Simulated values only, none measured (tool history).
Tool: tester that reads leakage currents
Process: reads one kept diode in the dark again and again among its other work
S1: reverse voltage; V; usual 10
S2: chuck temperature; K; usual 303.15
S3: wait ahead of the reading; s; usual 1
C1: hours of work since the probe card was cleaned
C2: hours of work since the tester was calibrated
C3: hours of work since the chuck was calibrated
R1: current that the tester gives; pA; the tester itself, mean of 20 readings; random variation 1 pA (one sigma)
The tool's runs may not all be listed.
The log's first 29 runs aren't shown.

| run | hour | S1 | S2 | S3 | C1 | C2 | C3 | R1 |
|---|---|---|---|---|---|---|---|---|
|  | 3557.2 | chuck's temperature calibrated |
| 30 | 3613.1 | 7.5 | 297.15 | 1 | 823 | 1084 | 29 | 200.44 |
| 31 | 3729.9 | 8.1 | 294.15 | 4.42 | 885 | 1146 | 91 | 164.69 |
| 32 | 3818.7 | 4.2 | 308.15 | 1 | 931 | 1192 | 137 | 353.27 |
| 33 | 3909.4 | 17.9 | 308.15 | 9.05 | 979 | 1240 | 185 | 596.68 |
| 34 | 4079.3 | 6.5 | 300.15 | 0.5 | 1068 | 1329 | 274 | 236.02 |
| 35 | 4258.2 | 10 | 300.15 | 0.36 | 1162 | 1423 | 368 | 276.85 |
| 36 | 4401.1 | 10 | 317.15 | 3.7 | 1237 | 1498 | 443 | 869.86 |
| 37 | 4505.8 | 12.6 | 309.15 | 2.01 | 1292 | 1553 | 498 | 564.24 |
| 38 | 4650.6 | 12.7 | 298.15 | 1 | 1368 | 1629 | 574 | 260.52 |

4 ways to go on from here, each from the tool as it stands after run 38. What would each give?
| A | 4758 | 1.7 | 298.15 | 1 | 1424 | 1685 | 630 | ? |
| B | 4758 | 12 | 303.15 | 1 | 1424 | 1685 | 630 | ? |
| C | 4758 | 12.7 | 301.15 | 1 | 1424 | 1685 | 630 | ? |
| D | 4758 | 1.5 | 298.15 | 1.52 | 1424 | 1685 | 630 | ? |

| run | R1 |
|---|---|
| A | 122.53 |
| B | 364.62 |
| C | 322.32 |
| D | 117.02 |
Without the tool's hidden state the same runs would have given:
| run | R1 |
|---|---|
| A | 123.4 |
| B | 362.67 |
| C | 319.35 |
| D | 117.93 |
